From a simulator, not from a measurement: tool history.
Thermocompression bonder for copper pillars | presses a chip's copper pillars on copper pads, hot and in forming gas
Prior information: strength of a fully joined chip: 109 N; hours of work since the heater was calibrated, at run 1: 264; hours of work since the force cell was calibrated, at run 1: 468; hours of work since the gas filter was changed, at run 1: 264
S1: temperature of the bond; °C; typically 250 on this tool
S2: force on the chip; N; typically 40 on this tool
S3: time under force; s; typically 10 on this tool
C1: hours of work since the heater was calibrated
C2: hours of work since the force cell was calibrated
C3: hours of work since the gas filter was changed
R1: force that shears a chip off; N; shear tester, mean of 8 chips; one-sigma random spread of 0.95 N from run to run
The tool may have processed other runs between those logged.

Run 1, day 0.000: usual settings; C1 264; C2 468; C3 264. Result: R1 76.8 N.
Run 2, day 0.821: usual settings; C1 278; C2 482; C3 278. Result: R1 77.0 N.
Run 3, day 1.929: usual settings but S2 30 N; C1 295; C2 500; C3 295. Result: R1 65.8 N.
Run 4, day 3.267: usual settings; C1 317; C2 521; C3 317. Result: R1 74.8 N.
Run 5, day 4.129: usual settings but S2 37 N; C1 331; C2 535; C3 331. Result: R1 73.8 N.
Run 6, day 4.971: usual settings but S2 37 N; C1 344; C2 549; C3 344. Result: R1 73.5 N.
Run 7, day 5.746: usual settings but S2 37 N; C1 357; C2 561; C3 357. Result: R1 71.6 N.
Run 8, day 6.417: usual settings but S2 37 N; C1 368; C2 572; C3 368. Result: R1 73.5 N.
Run 9, day 7.754: usual settings but S2 37 N; C1 389; C2 593; C3 389. Result: R1 71.9 N.
Run 10, day 8.800: usual settings but S1 277 °C, S2 37 N; C1 406; C2 610; C3 406. Result: R1 89.6 N.
At day 9.012: forming gas filter changed.
Run 11, day 9.754: usual settings but S1 277 °C, S2 37 N, S3 14 s; C1 421; C2 625; C3 12. Result: R1 98.5 N.
Run 12, day 10.467: usual settings but S1 277 °C, S2 37 N, S3 14 s; C1 433; C2 637; C3 23. Result: R1 97.3 N.
Run 13, day 11.704: usual settings but S1 261 °C, S2 28 N, S3 14 s; C1 453; C2 657; C3 43. Result: R1 78.9 N.

Run 14, settings as shown, results not yet in. Your forecast:
Run 14, day 12.983: usual settings but S1 273 °C, S2 46 N, S3 7 s; C1 473; C2 677; C3 64. Result: R1 ?.

R1: 93.6 N
On a tool with no hidden condition, and with the same random variation, this run would have come out at R1 96.1 N.
